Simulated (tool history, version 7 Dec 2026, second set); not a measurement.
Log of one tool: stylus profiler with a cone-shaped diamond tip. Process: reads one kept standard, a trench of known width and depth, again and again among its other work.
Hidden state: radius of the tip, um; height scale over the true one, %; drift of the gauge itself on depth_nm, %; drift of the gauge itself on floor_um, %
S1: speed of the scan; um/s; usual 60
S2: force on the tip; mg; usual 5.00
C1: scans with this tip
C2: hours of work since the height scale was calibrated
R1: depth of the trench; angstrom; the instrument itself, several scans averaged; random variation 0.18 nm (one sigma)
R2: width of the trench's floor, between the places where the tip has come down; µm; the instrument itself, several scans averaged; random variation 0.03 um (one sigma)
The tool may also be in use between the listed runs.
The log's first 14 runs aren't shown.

run    hour   S1     S2    C1   C2       R1     R2
 15   734.5   17   3.88  2257  175  10222.1  45.50
 16   774.7   66   2.10  2471  191  10147.9  45.25
 17   808.2   66   2.10  2650  205  10146.6  45.27
 18   856.5   16  14.12  2906  225  10518.7  45.34
 19   889.8   24   7.78  3083  238  10348.2  45.30
 20   925.7   60  10.10  3274  253  10416.2  45.13
 21   959.7   16  10.10  3455  267  10416.3  45.14
 22   994.8  212  10.10  3642  282  10416.4  44.76
 23  1063.0   48   3.09  4005  310  10192.2  44.89
 24  1116.7  188   2.49  4290  332  10165.2  44.22
 25  1159.1   28   5.00  4516  349  10264.0  44.80
 26  1213.9  205   2.69  4807  372  10170.3  43.98
 27  1250.1  205   2.69  5000  387  10170.9  43.94
 28  1286.6   15   2.66  5194  402  10171.2  44.56
 29  1330.3   63  10.82  5427  420  10431.7  44.49
 30  1392.9   63  10.82  5760  445  10433.9  44.41

3 ways to go on from here, each from the tool as it stands after run 30. What would each give?
  A  1451.7  18  2.50  6072  470   ?   ?
  B  1451.7  16  5.00  6072  470   ?   ?
  C  1451.7  60  3.41  6072  470   ?   ?

run       R1     R2
  A  10166.0  44.30
  B  10261.4  44.39
  C  10203.5  44.25
Without the tool's hidden state the same runs would have given:
run       R1     R2
  A  10164.6  46.45
  B  10260.0  46.54
  C  10202.1  46.39
